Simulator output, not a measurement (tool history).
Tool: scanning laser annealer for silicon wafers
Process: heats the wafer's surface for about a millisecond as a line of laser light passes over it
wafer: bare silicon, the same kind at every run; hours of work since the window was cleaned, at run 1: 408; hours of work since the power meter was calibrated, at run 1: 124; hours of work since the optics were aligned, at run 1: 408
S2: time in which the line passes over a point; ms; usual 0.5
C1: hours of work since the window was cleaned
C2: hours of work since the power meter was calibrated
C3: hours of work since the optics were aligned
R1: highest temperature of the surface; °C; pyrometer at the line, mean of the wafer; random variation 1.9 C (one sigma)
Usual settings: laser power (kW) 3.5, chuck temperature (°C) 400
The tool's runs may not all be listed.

Run 1, hour 0: usual settings; C1 408; C2 124; C3 408. Result: R1 1045 °C.
Run 2, hour 47.1: usual settings; C1 439; C2 154; C3 439. Result: R1 1042 °C.
At hour 78.5: window over the wafer cleaned.
Run 3, hour 92.1: usual settings; C1 9; C2 182; C3 467. Result: R1 1090 °C.
Run 4, hour 143.3: usual settings; C1 42; C2 215; C3 500. Result: R1 1081 °C.
Run 5, hour 192.6: usual settings but S2 0.4 ms; C1 74; C2 247; C3 531. Result: R1 1002 °C.
Run 6, hour 234: usual settings but S2 0.4 ms; C1 100; C2 274; C3 558. Result: R1 999 °C.
Run 7, hour 287.8: usual settings; C1 135; C2 308; C3 593. Result: R1 1074 °C.
Run 8, hour 325.7: usual settings; C1 160; C2 333; C3 617. Result: R1 1073 °C.
Run 9, hour 362.8: usual settings; C1 184; C2 357; C3 641. Result: R1 1068 °C.
Run 10, hour 385: usual settings; C1 198; C2 371; C3 656. Result: R1 1067 °C.
Run 11, hour 422.4: usual settings; C1 222; C2 395; C3 680. Result: R1 1067 °C.
Run 12, hour 454.2: usual settings but chuck temperature (°C) 397; C1 243; C2 416; C3 700. Result: R1 1058 °C.
Run 13, hour 483: usual settings but chuck temperature (°C) 397; C1 261; C2 434; C3 719. Result: R1 1058 °C.
Run 14, hour 531.8: usual settings but chuck temperature (°C) 397; C1 293; C2 466; C3 750. Result: R1 1055 °C.
Run 15, hour 584.7: usual settings but laser power (kW) 3.785; C1 327; C2 500; C3 785. Result: R1 1120 °C.
Run 16, hour 607.5: usual settings but chuck temperature (°C) 392; C1 341; C2 515; C3 799. Result: R1 1042 °C.
Run 17, hour 636.4: usual settings; C1 360; C2 533; C3 818. Result: R1 1051 °C.
Run 18, hour 677.6: usual settings but laser power (kW) 3.62; C1 387; C2 560; C3 844. Result: R1 1071 °C.
Run 19, hour 714.9: usual settings but laser power (kW) 3.62, S2 0.424 ms; C1 411; C2 584; C3 869. Result: R1 1008 °C.
Run 20, hour 763.3: usual settings but laser power (kW) 3.782; C1 442; C2 615; C3 900. Result: R1 1104 °C.
At hour 788.4: window over the wafer cleaned.
Run 21, hour 794.8: usual settings but laser power (kW) 3.151; C1 4; C2 634; C3 919. Result: R1 997 °C.
Run 22, hour 841.6: usual settings but laser power (kW) 2.989, S2 0.361 ms, chuck temperature (°C) 404; C1 34; C2 665; C3 949. Result: R1 869 °C.
Run 23, hour 888.6: usual settings but laser power (kW) 3.463; C1 65; C2 695; C3 979. Result: R1 1069 °C.
Run 24, hour 919.4: usual settings but laser power (kW) 3.03, chuck temperature (°C) 373; C1 85; C2 715; C3 999. Result: R1 936 °C.
Run 25, hour 969.2: usual settings but laser power (kW) 3.45, S2 0.566 ms; C1 117; C2 747; C3 1031. Result: R1 1106 °C.
Run 26, hour 998.9: usual settings but laser power (kW) 3.136, S2 0.41 ms, chuck temperature (°C) 361; C1 136; C2 766; C3 1051. Result: R1 881 °C.
Run 27, hour 1043.3: usual settings but laser power (kW) 3.136, S2 0.41 ms, chuck temperature (°C) 361; C1 165; C2 795; C3 1079. Result: R1 877 °C.
Run 28, hour 1080.2: usual settings but S2 0.457 ms, chuck temperature (°C) 384; C1 188; C2 819; C3 1103. Result: R1 1010 °C.
Run 29, hour 1134.4: usual settings but S2 0.457 ms, chuck temperature (°C) 384; C1 223; C2 854; C3 1138. Result: R1 1007 °C.
Run 30, hour 1184.7: usual settings but S2 0.457 ms, chuck temperature (°C) 384; C1 256; C2 886; C3 1170. Result: R1 1006 °C.
Run 31, hour 1231.1: usual settings but laser power (kW) 3.183, S2 0.457 ms, chuck temperature (°C) 366; C1 286; C2 916; C3 1200. Result: R1 911 °C.
Run 32, hour 1270.4: usual settings but laser power (kW) 3.655, S2 0.457 ms, chuck temperature (°C) 379; C1 311; C2 941; C3 1226. Result: R1 1025 °C.
Run 33, hour 1312.1: usual settings but laser power (kW) 3.655, S2 0.457 ms, chuck temperature (°C) 379; C1 338; C2 968; C3 1253. Result: R1 1024 °C.
Run 34, hour 1337.7: usual settings but laser power (kW) 3.655, S2 0.457 ms, chuck temperature (°C) 426; C1 355; C2 985; C3 1269. Result: R1 1070 °C.

5 ways to go on from here, each from the tool as it stands after run 34. What would each give?
Run A, hour 1359.7: usual settings but S2 0.462 ms, chuck temperature (°C) 422; C1 369; C2 999; C3 1283. Result: R1 ?.
Run B, hour 1359.7: usual settings but laser power (kW) 3.655, S2 0.457 ms, chuck temperature (°C) 430; C1 369; C2 999; C3 1283. Result: R1 ?.
Run C, hour 1359.7: usual settings but laser power (kW) 3.655, S2 0.365 ms, chuck temperature (°C) 433; C1 369; C2 999; C3 1283. Result: R1 ?.
Run D, hour 1359.7: usual settings but laser power (kW) 2.998, S2 0.407 ms, chuck temperature (°C) 415; C1 369; C2 999; C3 1283. Result: R1 ?.
Run E, hour 1359.7: usual settings but laser power (kW) 3.655, S2 0.567 ms, chuck temperature (°C) 426; C1 369; C2 999; C3 1283. Result: R1 ?.

run    R1
  A  1036
  B  1072
  C   997
  D   882
  E  1151
Without the tool's hidden state the same runs would have given:
run    R1
  A  1096
  B  1135
  C  1053
  D   928
  E  1223
